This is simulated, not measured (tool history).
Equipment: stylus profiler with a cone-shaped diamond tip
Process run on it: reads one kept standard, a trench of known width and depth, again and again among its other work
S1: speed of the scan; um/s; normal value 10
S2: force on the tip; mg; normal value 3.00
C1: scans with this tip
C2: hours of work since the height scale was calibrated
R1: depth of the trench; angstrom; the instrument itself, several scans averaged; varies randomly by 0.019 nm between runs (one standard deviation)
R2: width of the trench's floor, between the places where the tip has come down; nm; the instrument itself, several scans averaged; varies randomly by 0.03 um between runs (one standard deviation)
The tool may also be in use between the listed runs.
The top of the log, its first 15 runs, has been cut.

run 16 hour=638.4 | S1=10 S2=3.00 | C1=8168 C2=623 | R1=1011.5 R2=26820
run 17 hour=679.1 | S1=3 S2=3.00 | C1=8445 C2=644 | R1=1012.0 R2=26810
run 18 hour=710.4 | S1=20 S2=3.00 | C1=8658 C2=660 | R1=1011.4 R2=26730
run 19 hour=755.8 | S1=25 S2=3.00 | C1=8967 C2=684 | R1=1011.4 R2=26660
-- hour=761.3 new tip fitted, height scale calibrated
run 20 hour=790.0 | S1=10 S2=3.00 | C1=196 C2=15 | R1=1012.7 R2=27960
run 21 hour=846.2 | S1=10 S2=3.00 | C1=578 C2=44 | R1=1012.8 R2=27850
run 22 hour=907.6 | S1=10 S2=3.00 | C1=995 C2=76 | R1=1012.6 R2=27790
run 23 hour=958.3 | S1=10 S2=3.00 | C1=1340 C2=102 | R1=1012.2 R2=27750
run 24 hour=1010.5 | S1=8 S2=3.46 | C1=1694 C2=129 | R1=1013.5 R2=27700
run 25 hour=1041.6 | S1=16 S2=4.81 | C1=1905 C2=145 | R1=1017.3 R2=27620
run 26 hour=1067.2 | S1=13 S2=1.97 | C1=2080 C2=159 | R1=1009.1 R2=27630
run 27 hour=1111.2 | S1=13 S2=1.97 | C1=2379 C2=181 | R1=1009.0 R2=27610
run 28 hour=1163.2 | S1=39 S2=1.61 | C1=2732 C2=208 | R1=1008.0 R2=27350
run 29 hour=1221.9 | S1=11 S2=1.03 | C1=3131 C2=239 | R1=1006.0 R2=27440
run 30 hour=1274.8 | S1=22 S2=2.97 | C1=3491 C2=266 | R1=1012.2 R2=27370
run 31 hour=1319.7 | S1=2 S2=6.72 | C1=3796 C2=289 | R1=1021.2 R2=27410
run 32 hour=1368.4 | S1=10 S2=5.53 | C1=4127 C2=315 | R1=1018.4 R2=27410

For run 33, what comes out?
run 33 hour=1421.7 | S1=10 S2=5.53 | C1=4490 C2=342 | R1=? R2=?

R1: 1018.3 angstrom
R2: 27270 nm
Without the tool's hidden state the same run would have given R1 1018.9 angstrom, R2 27960 nm.
